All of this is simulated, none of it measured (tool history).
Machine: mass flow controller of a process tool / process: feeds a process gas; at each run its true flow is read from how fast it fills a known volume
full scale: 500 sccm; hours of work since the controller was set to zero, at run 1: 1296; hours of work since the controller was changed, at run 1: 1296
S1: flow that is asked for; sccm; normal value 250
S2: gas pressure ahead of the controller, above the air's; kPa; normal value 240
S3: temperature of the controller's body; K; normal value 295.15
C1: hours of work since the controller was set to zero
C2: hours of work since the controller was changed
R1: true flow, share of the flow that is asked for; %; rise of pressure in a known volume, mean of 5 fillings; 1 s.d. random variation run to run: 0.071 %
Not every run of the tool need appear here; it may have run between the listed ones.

run	day	S1	S2	S3	C1	C2	R1
1	0	250	240	295.15	1296	1296	99.28
2	7.725	250	240	295.15	1352	1352	99.46
3	11.342	250	240	295.15	1378	1378	99.53
4	17.05	250	240	295.15	1419	1419	99.75
5	25.121	250	240	295.15	1477	1477	99.94
6	29.775	250	240	295.15	1511	1511	100.13
7	34.229	250	240	295.15	1543	1543	100.25
8	38.85	250	240	295.15	1576	1576	100.23
9	42.742	261	240	295.15	1605	1605	100.24
10	49.742	261	240	295.15	1655	1655	100.35
11	55.3	261	240	295.15	1695	1695	100.49
12	64.204	261	240	295.15	1759	1759	100.67
13	68.25	250	222	295.15	1789	1789	100.61
14	72.408	250	222	295.15	1819	1819	100.66
15	81.171	250	222	295.15	1882	1882	100.81
16	87.638	250	240	305.15	1928	1928	102.12
# day 91.308: gauge calibrated
17	92.546	430	240	295.15	1964	1964	99.89
18	96.983	250	220	295.15	1996	1996	99.31
19	104.788	250	240	297.15	2052	2052	99.9
20	112.908	250	203	297.15	2111	2111	99.84
21	121.812	63	203	297.15	2175	2175	99.58
22	127.371	250	240	295.15	2215	2215	100.05
23	131.079	250	240	295.15	2242	2242	100.07
24	137.688	250	240	295.15	2290	2290	100.42
25	142.612	79	271	301.15	2325	2325	100.86
26	149.988	79	195	301.15	2378	2378	100.71
27	156.933	145	240	296.15	2428	2428	100.68
28	165	145	240	296.15	2487	2487	100.69
29	168.983	145	240	296.15	2515	2515	100.82
30	174.621	160	264	298.15	2556	2556	101.26
31	178.212	105	146	304.15	2582	2582	101.2
32	186.483	112	240	299.15	2642	2642	101.26
33	191.733	112	240	299.15	2679	2679	101.47
34	198.371	112	240	299.15	2727	2727	101.62
35	203.783	250	162	295.15	2766	2766	101.01
36	210.15	496	162	295.15	2812	2812	101.61
37	214.562	191	240	301.15	2844	2844	102.2
38	221.662	56	178	312.15	2895	2895	103.07
39	229.712	250	220	295.15	2954	2954	101.93
40	235.642	250	220	295.15	2996	2996	101.91
41	242.908	250	268	300.15	3049	3049	102.98
42	248.179	400	240	295.15	3087	3087	102.63
43	255.279	201	240	308.15	3138	3138	103.86
44	263.858	250	232	302.15	3200	3200	103.48
45	270.312	88	271	302.15	3246	3246	103.44
46	274.083	250	181	294.15	3274	3274	102.44
47	278.604	137	240	295.15	3306	3306	102.87

Below are 4 alternative next runs, each starting from the tool's condition after run 47. Predict each:
A	282.821	135	240	306.15	3337	3337	?
B	282.821	116	227	300.15	3337	3337	?
C	282.821	236	160	304.15	3337	3337	?
D	282.821	163	146	300.15	3337	3337	?

run	R1
A	103.98
B	103.31
C	103.49
D	102.89
Stripped of hidden state, with their random variation kept, the same runs would have yielded:
run	R1
A	100.29
B	99.64
C	99.83
D	99.25
